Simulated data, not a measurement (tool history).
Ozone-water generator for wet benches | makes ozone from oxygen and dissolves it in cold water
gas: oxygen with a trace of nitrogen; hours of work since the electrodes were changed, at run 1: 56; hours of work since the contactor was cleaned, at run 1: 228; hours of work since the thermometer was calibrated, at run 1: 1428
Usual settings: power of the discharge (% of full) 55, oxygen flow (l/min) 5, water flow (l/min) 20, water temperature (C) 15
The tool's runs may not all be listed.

run    hour  power of the discharge (% of full)  oxygen flow (l/min)  water flow (l/min)  water temperature (C)  hours of work since the electrodes were changed  hours of work since the contactor was cleaned  hours of work since the thermometer was calibrated  dissolved ozone (ppm)  ozone in the gas ahead of the water (g/m3)
  1       0                                  55                    5                  20                     15                                               56                                            228                                                1428                   19.6                                       189.5
  2   130.5                                  55                    5                  20                     15                                              149                                            321                                                1521                   19.6                                       190.5
  3   285.5                                  55                    5                  20                     15                                              259                                            431                                                1631                   19.2                                       189.1
  4   370.3                                  55                    5                  20                     15                                              319                                            491                                                1691                   19.4                                       188.5
  5   505.1                                  76                    5                  20                     15                                              414                                            586                                                1786                   24.6                                       238.9
  6   593.7                                  76                    5                  20                     15                                              477                                            649                                                1849                   24.8                                       236.8
  7   707.6                                  76                    5                  20                     15                                              558                                            730                                                1930                   24.3                                       239.7
  8   801.1                                  76                    5                  20                     15                                              624                                            796                                                1996                   24.5                                       241.3
  9     946                                  76                    5                  20                     15                                              727                                            899                                                2099                   24.1                                       237.7
 10  1041.3                                  55                 3.22                  20                     15                                              794                                            966                                                2166                   19.5                                       250.7
 11  1126.6                                  55                 3.22                  20                     15                                              855                                           1027                                                2227                   19.6                                       250.6
 12  1219.2                                  55                    5                  20                     15                                              920                                           1093                                                2292                   19.1                                       184.4
 13  1318.2                                  55                    5                  20                      8                                              991                                           1163                                                2362                   20.9                                         187
 14    1481                                  55                 5.09                  19                      8                                             1106                                           1278                                                2478                   21.6                                       181.4
 15  1555.6                                  55                 5.09                  19                      8                                             1159                                           1331                                                2531                   21.5                                       182.8
 16  1729.2                                  44                  7.5                  17                     10                                             1282                                           1454                                                2654                   18.7                                         120
 17  1821.1                                  44                  7.5                  23                      7                                             1347                                           1519                                                2719                   14.9                                       118.2
 18    1900                                  55                    5                  25                     15                                             1403                                           1575                                                2775                   14.9                                       183.6
 19  1983.9                                  41                 8.31                  19                     15                                             1463                                           1635                                                2834                   14.3                                       104.1
 20  2111.6                                  41                 8.31                  19                     15                                             1553                                           1725                                                2925                   14.5                                       103.3
 21  2218.2                                  55                    5                  20                      9                                             1629                                           1801                                                3000                   20.1                                       183.6
 22  2304.4                                  55                 2.81                  20                      9                                             1690                                           1862                                                3062                   19.8                                       272.2
 23  2482.5                                  55                 2.81                  20                      9                                             1816                                           1988                                                3188                   20.1                                       269.2
 24  2642.5                                  47                 3.19                  20                     15                                             1929                                           2101                                                3301                   16.9                                       219.8

Forecast each of these 4 alternatives for the next run:
  A  2805.5                                  47                 3.19                  23                     12                                             2045                                           2217                                                3417                      ?                                           ?
  B  2805.5                                  55                    5                  20                     20                                             2045                                           2217                                                3417                      ?                                           ?
  C  2805.5                                  55                 2.67                  20                     15                                             2045                                           2217                                                3417                      ?                                           ?
  D  2805.5                                  51                 3.19                  20                     15                                             2045                                           2217                                                3417                      ?                                           ?

run  dissolved ozone (ppm)  ozone in the gas ahead of the water (g/m3)
  A                   14.6                                       217.8
  B                   17.1                                       181.1
  C                   18.6                                         276
  D                   17.9                                         231
Without the tool's hidden state the same runs would have given:
run  dissolved ozone (ppm)  ozone in the gas ahead of the water (g/m3)
  A                   15.7                                       229.5
  B                   18.5                                       192.4
  C                   20.1                                       293.2
  D                   19.2                                       244.4
